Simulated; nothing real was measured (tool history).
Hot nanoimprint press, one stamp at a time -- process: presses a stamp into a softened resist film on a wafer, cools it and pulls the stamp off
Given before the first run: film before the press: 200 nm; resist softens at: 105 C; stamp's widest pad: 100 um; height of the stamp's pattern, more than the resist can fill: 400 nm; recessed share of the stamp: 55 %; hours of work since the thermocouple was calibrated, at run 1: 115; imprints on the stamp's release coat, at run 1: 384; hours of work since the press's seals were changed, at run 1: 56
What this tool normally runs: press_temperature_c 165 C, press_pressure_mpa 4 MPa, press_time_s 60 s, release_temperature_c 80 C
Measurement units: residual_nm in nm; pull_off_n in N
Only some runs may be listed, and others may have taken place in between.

run   hour  press_temperature_c  press_pressure_mpa  press_time_s  release_temperature_c  hours of work since the thermocouple was calibrated  imprints on the stamp's release coat  hours of work since the press's seals were changed  residual_nm  pull_off_n
  1      0                  165                   4            60                     80                                                  115                                   384                                                  56         79.2         208
  2   12.2                  165                   4            60                     80                                                  121                                   415                                                  62         79.4         213
  3   27.5                  157                   4            60                     80                                                  127                                   454                                                  68        113.8         211
  4     38                  157                   4            60                     80                                                  132                                   481                                                  73        114.6         215
  5   53.2                  165                   4            60                     88                                                  139                                   520                                                  80         79.7         188
  6   66.2                  165                   4            60                     88                                                  144                                   553                                                  85         80.1         191
  7   81.8                  165                   4            60                     72                                                  151                                   593                                                  92         80.2         246
  8   90.2                  160                   4            60                     80                                                  155                                   615                                                  96        100.9         219
  9  101.5                  160                   4           118                     80                                                  160                                   643                                                 101           78         218
     105.6  -- plate thermocouple calibrated
 10  115.6                  160                   4           118                     80                                                    4                                   672                                                 106         79.3         221
 11  126.9                  165                   4            60                     81                                                    9                                   701                                                 111         80.8         220
     136.6  -- stamp cleaned and given a new release coat
     150.8  -- plate thermocouple calibrated, once more
 12    151                  165                   4            60                     81                                                    0                                    29                                                 117         77.6         194
 13  167.1                  165                   4            60                     80                                                    7                                    71                                                 124         77.8         195
 14  179.8                  165                4.72            60                     80                                                   13                                   103                                                 130         71.2         200
 15  194.5                  165                   4            60                     80                                                   19                                   141                                                 136         78.5         200
 16  205.3                  165                   4            60                     80                                                   24                                   168                                                 141         77.2         201
 17  220.7                  157                5.59            81                     80                                                   31                                   208                                                 148         87.7         199
 18  235.1                  165                   4            60                     82                                                   37                                   244                                                 154         77.6         198
 19  242.4                  174                5.99            77                     80                                                   40                                   263                                                 157         37.7         207
 20    252                  165                   4            97                     80                                                   44                                   288                                                 161         64.8         205
 21  258.7                  157                3.62            60                     80                                                   47                                   305                                                 164        116.5         205
 22  268.5                  166                3.62           109                     85                                                   52                                   330                                                 169         61.2         191
 23  283.8                  168                5.02           109                     85                                                   58                                   369                                                 175           47         194
 24  294.5                  168                6.27            86                     77                                                   63                                   396                                                 180         46.5         218
 25  308.3                  168                4.38           102                     77                                                   69                                   431                                                 186         52.4         218
 26  323.2                  172                2.61            60                     80                                                   76                                   470                                                 193         71.3         213
 27  330.1                  160                   4            60                     80                                                   79                                   487                                                 196         99.3         215
 28  342.1                  165                   4            60                     71                                                   84                                   518                                                 201         79.1         243
 29  352.7                  165                   4            60                     86                                                   88                                   545                                                 205         79.4         194

5 ways to go on from here, each from the tool as it stands after run 29. What would each give?
  A  360.4                  162                 4.7            60                     86                                                   92                                   565                                                 209            ?           ?
  B  360.4                  175                5.25            88                     86                                                   92                                   565                                                 209            ?           ?
  C  360.4                  165                   4            79                     67                                                   92                                   565                                                 209            ?           ?
  D  360.4                  171                   4            60                     80                                                   92                                   565                                                 209            ?           ?
  E  360.4                  161                   4            60                     80                                                   92                                   565                                                 209            ?           ?

run  residual_nm  pull_off_n
  A         84.6         193
  B         36.6         194
  C         70.9         265
  D         60.9         212
  E         94.4         217
The same runs, with their run-to-run variation unchanged, on a tool lacking any hidden condition would have given:
run  residual_nm  pull_off_n
  A         82.4         173
  B         35.6         174
  C         69.1         237
  D         59.4         190
  E         92.1         194
